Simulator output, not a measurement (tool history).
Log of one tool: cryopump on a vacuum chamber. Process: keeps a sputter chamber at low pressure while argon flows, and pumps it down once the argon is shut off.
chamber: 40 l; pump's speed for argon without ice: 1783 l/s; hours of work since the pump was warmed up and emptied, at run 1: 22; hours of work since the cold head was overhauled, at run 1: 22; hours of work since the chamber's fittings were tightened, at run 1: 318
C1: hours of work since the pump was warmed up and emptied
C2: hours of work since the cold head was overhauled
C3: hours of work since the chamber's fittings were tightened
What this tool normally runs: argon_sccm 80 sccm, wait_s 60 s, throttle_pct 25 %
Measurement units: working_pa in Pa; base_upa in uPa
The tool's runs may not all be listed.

run 1 hour=0.0 | argon_sccm=80 wait_s=60 throttle_pct=25 | C1=22 C2=22 C3=318 | working_pa=0.3046 base_upa=0.66
run 2 hour=27.1 | argon_sccm=80 wait_s=60 throttle_pct=25 | C1=39 C2=39 C3=335 | working_pa=0.3047 base_upa=0.69
run 3 hour=54.6 | argon_sccm=80 wait_s=60 throttle_pct=27 | C1=56 C2=56 C3=352 | working_pa=0.2838 base_upa=0.72
run 4 hour=86.1 | argon_sccm=80 wait_s=60 throttle_pct=27 | C1=76 C2=76 C3=372 | working_pa=0.2861 base_upa=0.75
run 5 hour=105.0 | argon_sccm=80 wait_s=60 throttle_pct=27 | C1=88 C2=88 C3=384 | working_pa=0.2851 base_upa=0.69
run 6 hour=121.4 | argon_sccm=73 wait_s=60 throttle_pct=25 | C1=99 C2=99 C3=395 | working_pa=0.2805 base_upa=0.74
run 7 hour=144.5 | argon_sccm=41 wait_s=60 throttle_pct=25 | C1=114 C2=114 C3=410 | working_pa=0.1587 base_upa=0.74
run 8 hour=163.0 | argon_sccm=80 wait_s=173 throttle_pct=25 | C1=125 C2=125 C3=421 | working_pa=0.3098 base_upa=0.51
run 9 hour=192.1 | argon_sccm=80 wait_s=60 throttle_pct=25 | C1=144 C2=144 C3=440 | working_pa=0.3077 base_upa=0.73
run 10 hour=219.6 | argon_sccm=80 wait_s=60 throttle_pct=25 | C1=161 C2=161 C3=457 | working_pa=0.3090 base_upa=0.74
run 11 hour=234.8 | argon_sccm=82 wait_s=60 throttle_pct=25 | C1=171 C2=171 C3=467 | working_pa=0.3182 base_upa=0.80
run 12 hour=264.2 | argon_sccm=82 wait_s=60 throttle_pct=25 | C1=190 C2=190 C3=486 | working_pa=0.3192 base_upa=0.81
run 13 hour=284.2 | argon_sccm=80 wait_s=263 throttle_pct=25 | C1=203 C2=203 C3=499 | working_pa=0.3122 base_upa=0.54
run 14 hour=308.3 | argon_sccm=49 wait_s=60 throttle_pct=33 | C1=218 C2=218 C3=514 | working_pa=0.1472 base_upa=0.76
run 15 hour=333.2 | argon_sccm=49 wait_s=60 throttle_pct=33 | C1=234 C2=234 C3=530 | working_pa=0.1473 base_upa=0.81
run 16 hour=360.1 | argon_sccm=49 wait_s=60 throttle_pct=33 | C1=251 C2=251 C3=547 | working_pa=0.1483 base_upa=0.84
run 17 hour=381.9 | argon_sccm=49 wait_s=60 throttle_pct=33 | C1=265 C2=265 C3=561 | working_pa=0.1497 base_upa=0.85
run 18 hour=404.7 | argon_sccm=80 wait_s=150 throttle_pct=25 | C1=279 C2=279 C3=575 | working_pa=0.3180 base_upa=0.71
run 19 hour=422.8 | argon_sccm=114 wait_s=33 throttle_pct=25 | C1=291 C2=291 C3=587 | working_pa=0.4552 base_upa=1.10
run 20 hour=444.4 | argon_sccm=35 wait_s=66 throttle_pct=54 | C1=305 C2=305 C3=601 | working_pa=0.0680 base_upa=0.86
run 21 hour=469.4 | argon_sccm=115 wait_s=112 throttle_pct=25 | C1=321 C2=321 C3=617 | working_pa=0.4623 base_upa=0.78
run 22 hour=497.4 | argon_sccm=34 wait_s=52 throttle_pct=44 | C1=338 C2=338 C3=634 | working_pa=0.0797 base_upa=0.96
run 23 hour=525.5 | argon_sccm=80 wait_s=66 throttle_pct=40 | C1=356 C2=356 C3=652 | working_pa=0.2090 base_upa=0.84
run 24 hour=552.6 | argon_sccm=59 wait_s=94 throttle_pct=25 | C1=374 C2=374 C3=670 | working_pa=0.2395 base_upa=0.81

Predict each of these 5 candidate next runs independently; none follows another, all start after run 24:
run A hour=568.3 | argon_sccm=131 wait_s=94 throttle_pct=45 | C1=384 C2=384 C3=680 | working_pa=? base_upa=?
run B hour=568.3 | argon_sccm=143 wait_s=33 throttle_pct=50 | C1=384 C2=384 C3=680 | working_pa=? base_upa=?
run C hour=568.3 | argon_sccm=35 wait_s=94 throttle_pct=22 | C1=384 C2=384 C3=680 | working_pa=? base_upa=?
run D hour=568.3 | argon_sccm=91 wait_s=142 throttle_pct=37 | C1=384 C2=384 C3=680 | working_pa=? base_upa=?
run E hour=568.3 | argon_sccm=34 wait_s=137 throttle_pct=49 | C1=384 C2=384 C3=680 | working_pa=? base_upa=?

run=A working_pa=0.3102 base_upa=0.86
run=B working_pa=0.3102 base_upa=1.23
run=C working_pa=0.1607 base_upa=0.82
run=D working_pa=0.2587 base_upa=0.74
run=E working_pa=0.0750 base_upa=0.77
Without the tool's hidden state the same runs would have given:
run=A working_pa=0.2761 base_upa=0.39
run=B working_pa=0.2728 base_upa=0.78
run=C working_pa=0.1515 base_upa=0.37
run=D working_pa=0.2349 base_upa=0.28
run=E working_pa=0.0661 base_upa=0.31
